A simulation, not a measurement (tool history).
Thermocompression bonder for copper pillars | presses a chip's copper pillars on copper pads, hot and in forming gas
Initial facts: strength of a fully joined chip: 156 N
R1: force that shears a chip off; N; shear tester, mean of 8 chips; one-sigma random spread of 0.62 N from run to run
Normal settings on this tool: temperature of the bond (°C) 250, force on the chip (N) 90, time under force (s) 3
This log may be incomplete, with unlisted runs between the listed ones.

{"run": 1, "hour": 0.0, "temperature of the bond (°C)": 250, "force on the chip (N)": 90, "time under force (s)": 3, "R1": 56.3}
{"run": 2, "hour": 98.8, "temperature of the bond (°C)": 250, "force on the chip (N)": 90, "time under force (s)": 3, "R1": 55.6}
{"run": 3, "hour": 150.1, "temperature of the bond (°C)": 250, "force on the chip (N)": 90, "time under force (s)": 3, "R1": 57.7}
{"run": 4, "hour": 196.6, "temperature of the bond (°C)": 250, "force on the chip (N)": 90, "time under force (s)": 2, "R1": 48.3}
{"run": 5, "hour": 293.6, "temperature of the bond (°C)": 263, "force on the chip (N)": 90, "time under force (s)": 3, "R1": 66.5}
{"run": 6, "hour": 359.1, "temperature of the bond (°C)": 250, "force on the chip (N)": 127, "time under force (s)": 3, "R1": 75.2}
{"hour": 417.8, "done": "forming gas filter changed"}
{"run": 7, "hour": 425.5, "temperature of the bond (°C)": 250, "force on the chip (N)": 127, "time under force (s)": 3, "R1": 80.7}
{"run": 8, "hour": 468.2, "temperature of the bond (°C)": 250, "force on the chip (N)": 127, "time under force (s)": 3, "R1": 81.3}
{"run": 9, "hour": 564.3, "temperature of the bond (°C)": 250, "force on the chip (N)": 99, "time under force (s)": 3, "R1": 65.0}
{"run": 10, "hour": 641.2, "temperature of the bond (°C)": 250, "force on the chip (N)": 99, "time under force (s)": 3, "R1": 66.6}
{"run": 11, "hour": 726.5, "temperature of the bond (°C)": 232, "force on the chip (N)": 90, "time under force (s)": 3, "R1": 46.7}
{"run": 12, "hour": 785.1, "temperature of the bond (°C)": 263, "force on the chip (N)": 60, "time under force (s)": 3, "R1": 47.6}
{"run": 13, "hour": 845.3, "temperature of the bond (°C)": 229, "force on the chip (N)": 56, "time under force (s)": 3, "R1": 28.1}
{"run": 14, "hour": 917.6, "temperature of the bond (°C)": 229, "force on the chip (N)": 56, "time under force (s)": 3, "R1": 27.7}
{"run": 15, "hour": 1012.9, "temperature of the bond (°C)": 250, "force on the chip (N)": 93, "time under force (s)": 8, "R1": 86.0}

5 ways to go on from here, each from the tool as it stands after run 15. What would each give?
{"run": "A", "hour": 1085.0, "temperature of the bond (°C)": 250, "force on the chip (N)": 59, "time under force (s)": 4, "R1": "?"}
{"run": "B", "hour": 1085.0, "temperature of the bond (°C)": 250, "force on the chip (N)": 90, "time under force (s)": 3, "R1": "?"}
{"run": "C", "hour": 1085.0, "temperature of the bond (°C)": 269, "force on the chip (N)": 90, "time under force (s)": 3, "R1": "?"}
{"run": "D", "hour": 1085.0, "temperature of the bond (°C)": 273, "force on the chip (N)": 122, "time under force (s)": 8, "R1": "?"}
{"run": "E", "hour": 1085.0, "temperature of the bond (°C)": 233, "force on the chip (N)": 67, "time under force (s)": 3, "R1": "?"}

run=A R1=45.0
run=B R1=61.0
run=C R1=75.0
run=D R1=118.2
run=E R1=36.9
The same runs, with their run-to-run variation unchanged, on a tool lacking any hidden condition would have given:
run=A R1=43.2
run=B R1=58.8
run=C R1=73.0
run=D R1=118.6
run=E R1=35.2
